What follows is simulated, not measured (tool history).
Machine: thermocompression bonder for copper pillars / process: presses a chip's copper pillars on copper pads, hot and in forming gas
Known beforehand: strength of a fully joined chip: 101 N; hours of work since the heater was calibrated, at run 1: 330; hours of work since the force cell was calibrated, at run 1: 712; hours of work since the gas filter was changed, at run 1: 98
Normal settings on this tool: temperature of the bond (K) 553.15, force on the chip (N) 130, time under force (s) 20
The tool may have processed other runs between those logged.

run     day  temperature of the bond (K)  force on the chip (N)  time under force (s)  hours of work since the heater was calibrated  hours of work since the force cell was calibrated  hours of work since the gas filter was changed  force that shears a chip off (N)
  1   0.000                       553.15                    130                    20                                            330                                                712                                              98                              55.1
  2   0.383                       553.15                    130                    20                                            338                                                719                                             105                              54.5
  3   0.888                       553.15                    130                    20                                            347                                                728                                             114                              55.3
  4   1.200                       553.15                    130                    20                                            353                                                734                                             120                              54.1
  5   1.571                       553.15                    130                    20                                            360                                                741                                             127                              54.9
  6   2.138                       553.15                    130                    20                                            370                                                752                                             138                              54.4
  7   2.758                       542.15                    130                    20                                            382                                                763                                             149                              48.5
  8   3.221                       542.15                    130                    20                                            391                                                772                                             158                              49.3
  9   3.796                       542.15                    130                    20                                            401                                                783                                             169                              48.5
 10   4.183                       542.15                    130                    20                                            408                                                790                                             176                              47.8
 11   4.579                       542.15                    130                    20                                            416                                                797                                             183                              48.4
 12   4.908                       540.15                    130                    20                                            422                                                803                                             189                              47.3
      5.000  -- force cell calibrated
 13   5.546                       540.15                    130                    20                                            433                                                 10                                             200                              44.7
 14   5.954                       526.15                    118                    11                                            440                                                 18                                             208                              28.6
 15   6.538                       526.15                    118                    11                                            451                                                 29                                             219                              28.1
 16   6.938                       526.15                    118                    11                                            459                                                 36                                             226                              28.3
      7.042  -- force cell calibrated, once more
 17   7.617                       569.15                    123                    45                                            470                                                 11                                             238                              73.8
 18   8.121                       569.15                    123                    45                                            480                                                 20                                             247                              73.6
 19   8.708                       526.15                    157                    20                                            490                                                 31                                             258                              47.3
 20   9.275                       553.15                     99                    27                                            501                                                 42                                             268                              48.6
 21   9.533                       533.15                    106                    20                                            506                                                 46                                             273                              37.6
 22  10.175                       543.15                    158                    15                                            518                                                 58                                             285                              49.6

Each run again, without the hidden state but with its own random variation kept:
The tool's hidden condition here consists of: true temperature of the bond over the reading, C; force that reaches the chip, % of what is set; oxide that the forming gas leaves, % of the face; drift of the gauge itself on shear_n, %.
run  force that shears a chip off (N)
  1                              59.3
  2                              58.7
  3                              59.9
  4                              58.7
  5                              59.7
  6                              59.3
  7                              53.4
  8                              54.5
  9                              53.8
 10                              53.2
 11                              53.9
 12                              52.8
 13                              51.6
 14                              33.7
 15                              33.4
 16                              33.7
 17                              79.6
 18                              79.5
 19                              52.2
 20                              53.7
 21                              41.9
 22                              55.1
